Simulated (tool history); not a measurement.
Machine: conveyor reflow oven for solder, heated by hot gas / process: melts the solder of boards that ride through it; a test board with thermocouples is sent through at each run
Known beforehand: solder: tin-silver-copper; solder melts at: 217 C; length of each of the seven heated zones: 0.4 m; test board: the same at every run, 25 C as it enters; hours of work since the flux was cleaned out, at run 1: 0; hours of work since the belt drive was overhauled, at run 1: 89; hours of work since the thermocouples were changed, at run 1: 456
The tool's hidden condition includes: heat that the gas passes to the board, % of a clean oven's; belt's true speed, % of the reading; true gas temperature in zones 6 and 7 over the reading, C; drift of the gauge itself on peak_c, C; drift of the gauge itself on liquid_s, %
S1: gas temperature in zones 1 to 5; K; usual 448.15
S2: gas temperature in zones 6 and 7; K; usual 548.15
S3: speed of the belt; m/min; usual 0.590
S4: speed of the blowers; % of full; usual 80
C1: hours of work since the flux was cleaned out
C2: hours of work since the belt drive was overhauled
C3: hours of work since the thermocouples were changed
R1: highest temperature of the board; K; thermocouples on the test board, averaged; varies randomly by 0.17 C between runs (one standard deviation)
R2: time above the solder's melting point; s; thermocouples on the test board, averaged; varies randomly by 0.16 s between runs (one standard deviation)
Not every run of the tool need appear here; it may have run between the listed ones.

run,day,S1,S2,S3,S4,C1,C2,C3,R1,R2
1,0.000,448.15,548.15,0.590,80,0,89,456,539.25,71.1
2,0.300,448.15,548.15,0.608,80,4,94,460,538.65,68.4
3,0.738,448.15,548.15,0.608,80,11,100,466,538.35,68.2
4,1.238,448.15,548.15,0.590,80,18,107,473,539.25,71.2
5,1.725,448.15,548.15,0.590,80,25,114,480,539.25,71.0
6,2.217,446.15,548.15,0.590,80,32,121,487,538.95,70.4
7,2.462,448.15,548.15,0.480,80,35,125,491,543.35,90.5
8,2.958,448.15,548.15,0.480,80,43,132,498,543.75,90.5
9,3.429,448.15,548.15,0.480,80,49,139,505,542.95,90.6
10,3.988,448.15,548.15,0.590,80,57,147,513,539.15,71.1
11,4.350,448.15,548.15,0.590,80,63,152,518,538.95,71.1
12,4.879,448.15,548.15,0.590,80,70,159,526,538.95,71.0
13,5.212,448.15,548.15,0.590,80,75,164,531,539.05,71.1
14,5.671,448.15,550.15,0.590,80,82,171,537,541.15,71.7
15,5.904,448.15,548.15,0.590,80,85,174,540,538.55,71.0
16,6.367,448.15,561.15,0.708,80,92,181,547,545.45,60.8
17,6.671,448.15,546.15,0.590,66,96,185,551,534.55,68.0
# day 7.125: thermocouples of zones 6 and 7 changed
18,7.242,439.15,546.15,0.656,66,103,192,2,529.05,54.6
19,7.717,439.15,546.15,0.656,66,110,199,8,529.05,54.5
20,8.088,458.15,557.15,0.507,70,115,204,14,549.45,91.3
21,8.625,458.15,557.15,0.507,70,123,212,22,549.45,91.5
22,9.138,445.15,548.15,0.567,80,130,219,29,538.65,72.8
23,9.383,445.15,548.15,0.547,80,134,223,33,539.75,76.4
24,9.696,445.15,548.15,0.547,80,138,228,37,539.65,76.2
25,10.104,456.15,563.15,0.590,80,144,233,43,553.25,79.3
26,10.658,456.15,563.15,0.590,80,152,241,51,553.05,79.4
27,11.088,456.15,563.15,0.531,79,158,248,57,555.25,88.4
28,11.446,463.15,548.15,0.590,57,163,253,62,535.25,74.0
29,12.017,436.15,541.15,0.590,80,172,261,70,530.55,62.5
30,12.312,436.15,541.15,0.590,80,176,265,75,530.45,62.4

Consider 4 possible next runs. They are alternatives, not a sequence: every one starts from the tool as it was left by run 30. What does each give?
A,12.667,448.15,548.15,0.590,80,181,270,80,?,?
B,12.667,447.15,555.15,0.490,80,181,270,80,?,?
C,12.667,441.15,541.15,0.676,80,181,270,80,?,?
D,12.667,436.15,541.15,0.590,79,181,270,80,?,?

run,R1,R2
A,538.35,70.3
B,548.65,90.7
C,526.95,52.9
D,530.15,62.4
Had the tool no hidden state, the same runs would have come out as:
run,R1,R2
A,538.75,70.6
B,548.85,90.7
C,527.65,53.5
D,530.65,63.0
